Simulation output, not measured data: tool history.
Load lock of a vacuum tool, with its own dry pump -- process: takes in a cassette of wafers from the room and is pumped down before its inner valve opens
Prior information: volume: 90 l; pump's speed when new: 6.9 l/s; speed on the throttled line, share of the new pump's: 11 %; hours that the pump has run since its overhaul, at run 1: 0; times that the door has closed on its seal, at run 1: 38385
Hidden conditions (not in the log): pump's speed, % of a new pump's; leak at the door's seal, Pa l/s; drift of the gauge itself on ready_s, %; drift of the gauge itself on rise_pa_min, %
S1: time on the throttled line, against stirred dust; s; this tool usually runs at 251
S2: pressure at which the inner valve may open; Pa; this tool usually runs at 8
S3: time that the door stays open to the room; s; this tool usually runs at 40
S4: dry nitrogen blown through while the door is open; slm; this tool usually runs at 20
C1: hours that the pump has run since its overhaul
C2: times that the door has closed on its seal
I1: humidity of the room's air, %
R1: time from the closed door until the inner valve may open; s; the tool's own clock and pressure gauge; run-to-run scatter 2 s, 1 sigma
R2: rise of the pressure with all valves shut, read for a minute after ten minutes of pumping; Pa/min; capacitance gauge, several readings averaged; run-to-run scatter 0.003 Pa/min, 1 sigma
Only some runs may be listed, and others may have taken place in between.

run	hour	S1	S2	S3	S4	C1	C2	I1	R1	R2
1	0	251	8	40	20	0	38385	45.3	345.6	0.065
2	610.1	251	6	40	20	610	40473	43.9	346.5	0.072
3	1217	251	6	40	20	1217	42549	46.1	352.5	0.072
4	1720.1	251	6	40	20	1720	44271	44.4	355.4	0.08
5	2301.1	251	6	40	20	2301	46259	44.3	358.4	0.087
6	2890.4	362	8	40	20	2890	48276	46.7	452.7	0.083
7	3474.8	362	8	40	20	3475	50275	46.4	452.7	0.096
8	3746	251	8	40	44	3746	51203	43.1	354.8	0.095
9	4271.6	251	8	40	44	4272	53001	43.6	354.2	0.103
10	4572.5	251	8	40	44	4573	54031	43.3	356.5	0.105
11	5025.9	251	8	40	44	5026	55583	42.1	355.3	0.115
12	5412.5	251	8	40	44	5412	56905	45.3	358.7	0.112
13	5802.4	251	8	40	44	5802	58240	40.3	358.2	0.12
14	6268	251	8	40	44	6268	59833	45.3	361.7	0.132
15	6751.1	251	8	40	20	6751	61486	41.6	358	0.132
# hour 6854.5: door's seal changed, seat wiped
16	7087.3	251	8	40	20	7086	796	43.6	364	0.009
17	7723.1	251	8	40	20	7722	2972	44.5	361.1	0.009
18	7998.8	251	8	40	20	7997	3915	45.2	363.5	0.011
19	8598.3	251	7	40	7	8597	5967	39.7	364.6	0.014
20	8966.1	251	7	72	7	8965	7225	44.8	371.3	0.018
21	9612.3	251	7	72	7	9611	9436	47.7	370.6	0.027
22	10106.7	193	8	48	7	10105	11128	46.8	320.9	0.022
23	10755.4	193	8	48	7	10754	13348	45.2	323.7	0.026
24	11262.7	293	14	74	6	11261	15084	44.4	400.2	0.03
25	11709.1	428	8	74	30	11708	16611	42.9	520	0.025
# hour 11753.2: dry pump taken out, an overhauled one fitted
26	12024.7	128	7	71	20	272	17671	48.2	240.5	0.031
27	12426.1	173	8	40	7	673	19044	45.3	282.8	0.036
28	12757	353	7	133	20	1004	20176	47.6	437.5	0.03
29	13239	251	8	186	20	1486	21826	46.4	354.3	0.035
30	13905.1	279	8	218	20	2152	24105	46	378.1	0.042
31	14351.2	279	8	218	20	2598	25631	43.7	377.3	0.044
32	14719.1	251	15	73	14	2966	26890	45.2	345.5	0.046
33	15135.8	128	8	160	20	3383	28316	46	248.5	0.051
34	15691.4	139	8	126	12	3938	30217	43.1	256	0.053
35	16119	224	13	189	21	4366	31680	44	325.4	0.057
36	16541.6	228	7	26	21	4788	33126	46	341.2	0.053

Each row is a separate what-if for the run after 36, all from the same tool condition, not one after another. Results?
A	16989.9	215	7	26	5	5237	34661	49	?	?
B	16989.9	251	8	36	20	5237	34661	45.7	?	?
C	16989.9	228	13	26	35	5237	34661	44.7	?	?

run	R1	R2
A	332.3	0.064
B	355.9	0.053
C	329.4	0.055
Without the tool's hidden state the same runs would have given:
run	R1	R2
A	319.6	0.013
B	343.8	0.001
C	318	0.003
